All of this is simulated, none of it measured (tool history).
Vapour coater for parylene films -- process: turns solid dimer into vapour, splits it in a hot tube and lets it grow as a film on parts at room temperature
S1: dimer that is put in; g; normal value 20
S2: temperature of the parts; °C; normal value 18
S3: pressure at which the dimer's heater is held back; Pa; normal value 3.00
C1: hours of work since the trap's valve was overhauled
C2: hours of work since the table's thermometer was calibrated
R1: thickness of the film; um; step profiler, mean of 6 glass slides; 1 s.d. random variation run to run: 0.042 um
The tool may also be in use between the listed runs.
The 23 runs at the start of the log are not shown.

Run 24, hour 926.1: usual settings but S3 5.34 Pa; C1 153; C2 665. Result: R1 8.43 um.
Run 25, hour 980.1: usual settings but S1 19 g, S2 16 °C, S3 4.96 Pa; C1 186; C2 698. Result: R1 8.71 um.
Run 26, hour 1025.3: usual settings but S1 19 g, S2 16 °C, S3 4.96 Pa; C1 214; C2 727. Result: R1 8.66 um.
Run 27, hour 1074.9: usual settings but S1 19 g, S2 16 °C, S3 4.96 Pa; C1 245; C2 757. Result: R1 8.53 um.
Run 28, hour 1115.7: usual settings but S1 34 g, S3 5.90 Pa; C1 270; C2 782. Result: R1 13.71 um.
Run 29, hour 1157.3: usual settings but S1 28 g, S2 25 °C, S3 2.64 Pa; C1 296; C2 808. Result: R1 10.03 um.
Run 30, hour 1198.7: usual settings but S1 28 g, S2 23 °C, S3 3.14 Pa; C1 322; C2 834. Result: R1 10.53 um.
Run 31, hour 1238.0: usual settings but S2 13 °C, S3 7.09 Pa; C1 346; C2 858. Result: R1 9.14 um.
Run 32, hour 1277.2: usual settings but S2 16 °C; C1 370; C2 883. Result: R1 9.64 um.
At hour 1294.2: trap's valve overhauled.
Run 33, hour 1330.7: usual settings but S2 16 °C, S3 3.25 Pa; C1 23; C2 913. Result: R1 10.34 um.
Run 34, hour 1364.1: usual settings but S1 19 g, S2 11 °C, S3 11.93 Pa; C1 43; C2 934. Result: R1 9.14 um.
Run 35, hour 1387.8: usual settings but S1 9 g, S2 24 °C, S3 11.93 Pa; C1 58; C2 949. Result: R1 2.67 um.
Run 36, hour 1418.7: usual settings but S1 9 g, S2 24 °C, S3 11.93 Pa; C1 77; C2 968. Result: R1 2.63 um.
Run 37, hour 1459.3: usual settings but S1 9 g, S2 24 °C, S3 11.93 Pa; C1 102; C2 993. Result: R1 2.64 um.

The next listed run, before its measurement:
Run 38, hour 1501.3: usual settings but S1 9 g, S2 13 °C, S3 2.81 Pa; C1 128; C2 1019. Result: R1 ?.

{"run 38": {"R1": 5.22}}
If the tool had no hidden condition, the same run with the same run-to-run variation would have returned R1 5.26 um.

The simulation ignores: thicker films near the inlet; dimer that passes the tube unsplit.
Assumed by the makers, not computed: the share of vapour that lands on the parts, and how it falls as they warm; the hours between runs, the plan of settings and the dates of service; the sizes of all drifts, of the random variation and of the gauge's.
